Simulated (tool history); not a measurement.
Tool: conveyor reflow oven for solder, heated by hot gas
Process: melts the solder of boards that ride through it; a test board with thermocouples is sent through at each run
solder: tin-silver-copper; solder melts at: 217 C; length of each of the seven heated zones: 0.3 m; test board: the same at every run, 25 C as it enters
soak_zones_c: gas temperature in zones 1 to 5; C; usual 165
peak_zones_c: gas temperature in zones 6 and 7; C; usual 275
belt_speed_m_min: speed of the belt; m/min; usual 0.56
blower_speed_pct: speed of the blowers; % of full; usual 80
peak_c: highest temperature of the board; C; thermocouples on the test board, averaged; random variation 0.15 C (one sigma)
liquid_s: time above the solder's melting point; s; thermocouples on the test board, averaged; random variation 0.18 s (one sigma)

run 1 day=0 | soak_zones_c=165 peak_zones_c=275 belt_speed_m_min=0.56 blower_speed_pct=80 | peak_c=261.1 liquid_s=51.3
run 2 day=1.35 | soak_zones_c=165 peak_zones_c=275 belt_speed_m_min=0.56 blower_speed_pct=80 | peak_c=261 liquid_s=51.4
run 3 day=2.838 | soak_zones_c=163 peak_zones_c=275 belt_speed_m_min=0.56 blower_speed_pct=80 | peak_c=260.5 liquid_s=50.3
-- day=3.354 flux residue cleaned out of gas plates and filters
run 4 day=4.204 | soak_zones_c=163 peak_zones_c=275 belt_speed_m_min=0.56 blower_speed_pct=80 | peak_c=262.4 liquid_s=51.8
run 5 day=5.425 | soak_zones_c=163 peak_zones_c=275 belt_speed_m_min=0.56 blower_speed_pct=80 | peak_c=262.1 liquid_s=51.9
run 6 day=6.933 | soak_zones_c=163 peak_zones_c=275 belt_speed_m_min=0.56 blower_speed_pct=80 | peak_c=262.5 liquid_s=51.7
run 7 day=8.008 | soak_zones_c=163 peak_zones_c=275 belt_speed_m_min=0.56 blower_speed_pct=80 | peak_c=262.2 liquid_s=51.4
run 8 day=9.642 | soak_zones_c=164 peak_zones_c=281 belt_speed_m_min=0.56 blower_speed_pct=80 | peak_c=267.8 liquid_s=54.3
run 9 day=11.121 | soak_zones_c=179 peak_zones_c=275 belt_speed_m_min=0.56 blower_speed_pct=80 | peak_c=263.7 liquid_s=56.5
run 10 day=12.258 | soak_zones_c=172 peak_zones_c=275 belt_speed_m_min=0.457 blower_speed_pct=88 | peak_c=268.4 liquid_s=70.2
run 11 day=13.221 | soak_zones_c=172 peak_zones_c=275 belt_speed_m_min=0.457 blower_speed_pct=50 | peak_c=264 liquid_s=67.8
run 12 day=14.571 | soak_zones_c=151 peak_zones_c=286 belt_speed_m_min=0.48 blower_speed_pct=55 | peak_c=271.2 liquid_s=62.1

The same runs without the tool's hidden state, with the same run-to-run variation:
The hidden state here: heat that the gas passes to the board, % of a clean oven's; belt's true speed, % of the reading; true gas temperature in zones 6 and 7 over the reading, C; drift of the gauge itself on peak_c, C; drift of the gauge itself on liquid_s, %.
run=1 peak_c=262.5 liquid_s=51.9
run=2 peak_c=262.5 liquid_s=52.1
run=3 peak_c=262.2 liquid_s=51.1
run=4 peak_c=262.1 liquid_s=51.2
run=5 peak_c=261.9 liquid_s=51.5
run=6 peak_c=262.4 liquid_s=51.3
run=7 peak_c=262.2 liquid_s=51.1
run=8 peak_c=267.9 liquid_s=54
run=9 peak_c=263.8 liquid_s=56.2
run=10 peak_c=268.5 liquid_s=69.7
run=11 peak_c=264 liquid_s=67.3
run=12 peak_c=271.5 liquid_s=61.8
